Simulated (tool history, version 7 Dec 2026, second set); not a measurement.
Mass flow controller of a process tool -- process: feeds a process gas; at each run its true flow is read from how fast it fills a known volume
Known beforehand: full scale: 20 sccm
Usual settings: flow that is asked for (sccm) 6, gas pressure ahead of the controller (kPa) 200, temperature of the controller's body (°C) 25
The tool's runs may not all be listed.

run,hour,flow that is asked for (sccm),gas pressure ahead of the controller (kPa),temperature of the controller's body (°C),true flow (%)
1,0.0,6,200,25,97.96
2,81.6,6,200,25,98.00
3,141.1,6,200,25,98.09
4,203.5,6,200,25,97.95
5,260.1,6,200,25,98.04
6,361.3,6,200,25,97.95
7,430.5,6,200,25,97.80
8,472.6,6,200,25,97.77
9,555.3,6,200,25,97.95
10,643.0,6,200,25,97.75
11,727.4,6,200,25,97.74
# hour 734.2: controller's zero set anew
12,810.1,6,200,33,97.17
# hour 883.5: controller's zero set anew, once more
13,890.3,10,254,29,97.91
14,993.3,3,150,22,97.83
15,1050.3,4,200,29,97.17
16,1143.4,2,202,25,97.19
17,1210.7,11,216,21,98.83
18,1270.1,11,149,25,98.77
19,1332.0,11,149,25,98.72
20,1406.8,11,149,25,98.68
21,1485.7,2,149,25,97.22
22,1583.9,6,173,25,97.69

Branching from run 22: 5 alternative next runs. What would each branch give?
A,1650.7,6,173,32,?
B,1650.7,16,180,37,?
C,1650.7,3,175,34,?
D,1650.7,3,212,34,?
E,1650.7,6,160,25,?

run,true flow (%)
A,97.32
B,98.41
C,96.53
D,96.32
E,97.81
Without the tool's unlogged condition, the same runs would have read:
run,true flow (%)
A,97.73
B,98.74
C,97.06
D,96.86
E,98.22
